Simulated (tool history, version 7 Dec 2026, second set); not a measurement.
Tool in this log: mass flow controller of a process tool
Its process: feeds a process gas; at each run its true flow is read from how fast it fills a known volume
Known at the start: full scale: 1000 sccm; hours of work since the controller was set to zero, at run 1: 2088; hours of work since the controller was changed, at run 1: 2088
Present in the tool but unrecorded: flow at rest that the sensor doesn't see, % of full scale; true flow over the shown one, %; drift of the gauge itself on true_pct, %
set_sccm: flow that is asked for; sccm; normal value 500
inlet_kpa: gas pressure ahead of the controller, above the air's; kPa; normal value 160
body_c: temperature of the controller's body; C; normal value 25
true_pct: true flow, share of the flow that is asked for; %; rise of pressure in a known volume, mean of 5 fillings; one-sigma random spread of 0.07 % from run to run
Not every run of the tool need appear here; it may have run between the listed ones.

run    hour  set_sccm  inlet_kpa  body_c  hours of work since the controller was set to zero  hours of work since the controller was changed  true_pct
  1       0       500        160      25                                                2088                                            2088     99.33
  2    73.5       500        160      25                                                2117                                            2117     99.26
  3   195.1       500        160      25                                                2165                                            2165     99.41
  4     262       500        160      25                                                2191                                            2191     99.32
  5   396.7       500        160      25                                                2244                                            2244     99.32
  6   462.8       573        160      25                                                2270                                            2270     99.52
  7   555.9       573        203      25                                                2307                                            2307      99.5
  8   673.9       573        203      25                                                2353                                            2353     99.43
  9   774.6       573        203      25                                                2392                                            2392      99.4
 10   877.8       500        160      25                                                2433                                            2433      99.4
 11   987.1       500        160      25                                                2476                                            2476     99.47
 12  1064.1       500        160      25                                                2506                                            2506     99.45
 13    1188       169        160      25                                                2555                                            2555     99.35
 14  1286.8       500        160      25                                                2594                                            2594      99.4
 15  1353.3       500        160      25                                                2620                                            2620     99.48
 16  1474.6       500        160      25                                                2667                                            2667     99.56
 17    1588       603        145      21                                                2712                                            2712    100.24

Run 18, settings as shown, results not yet in. Your forecast:
 18  1693.5       426        255      25                                                2753                                            2753         ?

{"run 18": {"true_pct": 98.78}}
With the hidden condition absent and the run-to-run variation left alone, this run would have shown true_pct 97.65 %.
